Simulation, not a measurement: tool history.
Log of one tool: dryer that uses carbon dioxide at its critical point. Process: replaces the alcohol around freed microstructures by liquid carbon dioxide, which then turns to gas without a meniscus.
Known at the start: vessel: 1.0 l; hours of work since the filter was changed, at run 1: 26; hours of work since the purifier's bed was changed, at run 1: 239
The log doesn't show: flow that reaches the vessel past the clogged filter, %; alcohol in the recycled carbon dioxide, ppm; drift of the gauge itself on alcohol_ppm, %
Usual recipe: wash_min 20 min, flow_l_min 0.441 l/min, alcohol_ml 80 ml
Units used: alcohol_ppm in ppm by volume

run   hour  wash_min  flow_l_min  alcohol_ml  hours of work since the filter was changed  hours of work since the purifier's bed was changed  alcohol_ppm
  1      0        20       0.441          80                                          26                                                 239          146
  2   14.8        20       0.441          80                                          31                                                 243          149
  3   27.6        20       0.441          80                                          35                                                 247          151
  4   40.6        20       0.441          80                                          39                                                 252          146
  5   54.7        20       0.441          80                                          44                                                 256          157
  6   78.1        20       0.441          80                                          51                                                 264          153
  7   99.6        20       0.441          80                                          58                                                 270          166
  8  124.5        20       0.441          80                                          66                                                 278          156
  9    143        20       0.441          80                                          72                                                 284          159
 10  168.5        14       0.316          80                                          80                                                 292         2835
 11  187.6        14       0.316          80                                          86                                                 299         2759
 12  206.3        15       0.316         104                                          92                                                 305         2924
 13  228.5        15       0.316         104                                          99                                                 312         3050
 14  255.1        24       0.749          26                                         108                                                 320           74
 15  275.2        24       0.683          50                                         114                                                 327           62
 16    297        24       0.683          50                                         121                                                 333           82
 17  312.7        23       0.683          50                                         126                                                 339           76

3 options for the next run, each taken on its own from the tool as it stands now. Forecast them:
  A  332.4        22       0.573          48                                         132                                                 345            ?
  B  332.4        23       0.683          51                                         132                                                 345            ?
  C  332.4        32       0.388          27                                         132                                                 345            ?

run  alcohol_ppm
  A           74
  B           74
  C           85
The same runs, with their run-to-run variation unchanged, on a tool lacking any hidden condition would have given:
run  alcohol_ppm
  A            5
  B            7
  C           17
